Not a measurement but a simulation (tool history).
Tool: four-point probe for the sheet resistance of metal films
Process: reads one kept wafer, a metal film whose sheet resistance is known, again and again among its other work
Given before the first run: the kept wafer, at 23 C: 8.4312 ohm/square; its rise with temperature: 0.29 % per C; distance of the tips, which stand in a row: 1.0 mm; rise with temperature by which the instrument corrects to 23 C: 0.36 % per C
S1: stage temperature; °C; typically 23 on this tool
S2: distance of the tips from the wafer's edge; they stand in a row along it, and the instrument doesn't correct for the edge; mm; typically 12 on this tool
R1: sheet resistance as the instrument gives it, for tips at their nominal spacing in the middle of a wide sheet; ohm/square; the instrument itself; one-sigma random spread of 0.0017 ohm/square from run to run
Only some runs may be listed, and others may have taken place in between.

run 1 day=0.000 | S1=23 S2=12 | R1=8.452359
run 2 day=1.821 | S1=23 S2=12 | R1=8.451152
run 3 day=4.008 | S1=30 S2=12 | R1=8.404891
run 4 day=5.875 | S1=20 S2=12 | R1=8.465669
run 5 day=8.346 | S1=20 S2=12 | R1=8.466750
run 6 day=10.700 | S1=20 S2=12 | R1=8.464603
run 7 day=12.471 | S1=23 S2=25 | R1=8.419512
run 8 day=13.875 | S1=23 S2=25 | R1=8.420655
run 9 day=15.950 | S1=23 S2=15 | R1=8.431816
-- day=17.458 new probe head fitted
run 10 day=18.350 | S1=23 S2=15 | R1=8.410872
run 11 day=20.579 | S1=23 S2=15 | R1=8.410240
run 12 day=23.179 | S1=23 S2=12 | R1=8.417725
run 13 day=25.250 | S1=23 S2=12 | R1=8.416201
run 14 day=26.871 | S1=23 S2=12 | R1=8.417799
run 15 day=28.629 | S1=23 S2=12 | R1=8.419084
run 16 day=30.512 | S1=23 S2=12 | R1=8.413378
run 17 day=31.625 | S1=25 S2=12 | R1=8.405134
run 18 day=33.346 | S1=23 S2=17 | R1=8.395645
-- day=33.571 stage's thermometer calibrated
run 19 day=34.696 | S1=19 S2=3 | R1=8.882035
run 20 day=35.788 | S1=29 S2=3 | R1=8.815271
run 21 day=37.258 | S1=24 S2=5 | R1=8.549218
run 22 day=39.067 | S1=23 S2=57 | R1=8.383526
-- day=39.771 stage's thermometer calibrated, once more
run 23 day=40.429 | S1=22 S2=3 | R1=8.856436
run 24 day=42.071 | S1=23 S2=9 | R1=8.430402
run 25 day=43.188 | S1=21 S2=65 | R1=8.386667
run 26 day=44.654 | S1=19 S2=3 | R1=8.871458
run 27 day=46.029 | S1=19 S2=71 | R1=8.401453

Forecast each of these 5 alternatives for the next run:
run A day=48.042 | S1=34 S2=20 | R1=?
run B day=48.042 | S1=30 S2=3 | R1=?
run C day=48.042 | S1=18 S2=73 | R1=?
run D day=48.042 | S1=27 S2=8 | R1=?
run E day=48.042 | S1=19 S2=7 | R1=?

run=A R1=8.318084
run=B R1=8.797811
run=C R1=8.404490
run=D R1=8.418697
run=E R1=8.491709
Stripped of hidden state, with their random variation kept, the same runs would have yielded:
run=A R1=8.377293
run=B R1=8.860140
run=C R1=8.464285
run=D R1=8.478575
run=E R1=8.552076

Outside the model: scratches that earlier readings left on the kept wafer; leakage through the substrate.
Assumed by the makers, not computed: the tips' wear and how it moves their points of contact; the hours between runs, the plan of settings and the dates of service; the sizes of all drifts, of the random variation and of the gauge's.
